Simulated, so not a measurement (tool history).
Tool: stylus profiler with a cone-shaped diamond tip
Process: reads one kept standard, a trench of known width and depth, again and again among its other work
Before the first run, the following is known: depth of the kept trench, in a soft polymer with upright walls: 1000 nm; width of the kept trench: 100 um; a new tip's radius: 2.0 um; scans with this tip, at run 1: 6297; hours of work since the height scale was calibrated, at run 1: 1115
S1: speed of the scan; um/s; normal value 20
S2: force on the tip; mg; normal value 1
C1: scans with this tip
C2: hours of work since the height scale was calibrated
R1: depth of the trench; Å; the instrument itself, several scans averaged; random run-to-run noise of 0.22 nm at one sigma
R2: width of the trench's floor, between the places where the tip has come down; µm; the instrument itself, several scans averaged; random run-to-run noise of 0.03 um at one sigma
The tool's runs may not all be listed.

run 1 hour=0 | S1=20 S2=1 | C1=6297 C2=1115 | R1=10019.9 R2=95.23
run 2 hour=83 | S1=20 S2=1 | C1=6666 C2=1181 | R1=10020.5 R2=95.22
-- hour=156.1 height scale calibrated on a step standard
run 3 hour=167.2 | S1=76 S2=1 | C1=7038 C2=9 | R1=10008.8 R2=94.7
run 4 hour=283.7 | S1=21 S2=1 | C1=7556 C2=100 | R1=10007.9 R2=95.08
run 5 hour=389.1 | S1=21 S2=1 | C1=8025 C2=183 | R1=10006.1 R2=94.99
-- hour=444.8 height scale calibrated on a step standard, once more
run 6 hour=490 | S1=21 S2=1 | C1=8471 C2=36 | R1=10038.5 R2=94.9
run 7 hour=599.3 | S1=20 S2=0.89 | C1=8957 C2=122 | R1=10027.1 R2=94.87
run 8 hour=671.7 | S1=18 S2=1 | C1=9279 C2=179 | R1=10031.5 R2=94.84
run 9 hour=738.6 | S1=18 S2=1 | C1=9576 C2=231 | R1=10034.6 R2=94.82
run 10 hour=805.1 | S1=18 S2=1 | C1=9872 C2=284 | R1=10030.1 R2=94.75
run 11 hour=915 | S1=18 S2=1 | C1=10360 C2=370 | R1=10028.8 R2=94.66
run 12 hour=969.6 | S1=18 S2=1 | C1=10603 C2=413 | R1=10028.8 R2=94.65
run 13 hour=1052.4 | S1=18 S2=1 | C1=10971 C2=478 | R1=10028.6 R2=94.55
run 14 hour=1131.3 | S1=18 S2=1 | C1=11321 C2=540 | R1=10026.4 R2=94.53
run 15 hour=1198.2 | S1=18 S2=1 | C1=11619 C2=593 | R1=10027.3 R2=94.45
run 16 hour=1279.8 | S1=7 S2=1.23 | C1=11982 C2=657 | R1=10034.2 R2=94.58
-- hour=1328.8 new tip fitted, height scale calibrated
run 17 hour=1349.7 | S1=10 S2=1.14 | C1=94 C2=17 | R1=10043.5 R2=96.46
run 18 hour=1432.3 | S1=10 S2=1.14 | C1=461 C2=82 | R1=10043.8 R2=96.41
run 19 hour=1502.7 | S1=30 S2=0.39 | C1=774 C2=137 | R1=10020.1 R2=96.02
run 20 hour=1565.3 | S1=8 S2=1.06 | C1=1052 C2=186 | R1=10040.5 R2=96.3
run 21 hour=1689.3 | S1=8 S2=0.89 | C1=1603 C2=284 | R1=10033.4 R2=96.16

4 options for the next run, each taken on its own from the tool as it stands now. Forecast them:
run A hour=1790 | S1=32 S2=0.89 | C1=2050 C2=363 | R1=? R2=?
run B hour=1790 | S1=20 S2=0.77 | C1=2050 C2=363 | R1=? R2=?
run C hour=1790 | S1=10 S2=0.49 | C1=2050 C2=363 | R1=? R2=?
run D hour=1790 | S1=18 S2=1.2 | C1=2050 C2=363 | R1=? R2=?

run=A R1=10032 R2=95.96
run=B R1=10030 R2=95.99
run=C R1=10014.9 R2=96.01
run=D R1=10042.7 R2=96.04
Take away the tool's hidden state, keep each run's random variation, and the runs would have read:
run=A R1=10036.8 R2=96.35
run=B R1=10034.7 R2=96.38
run=C R1=10019.6 R2=96.39
run=D R1=10047.5 R2=96.43
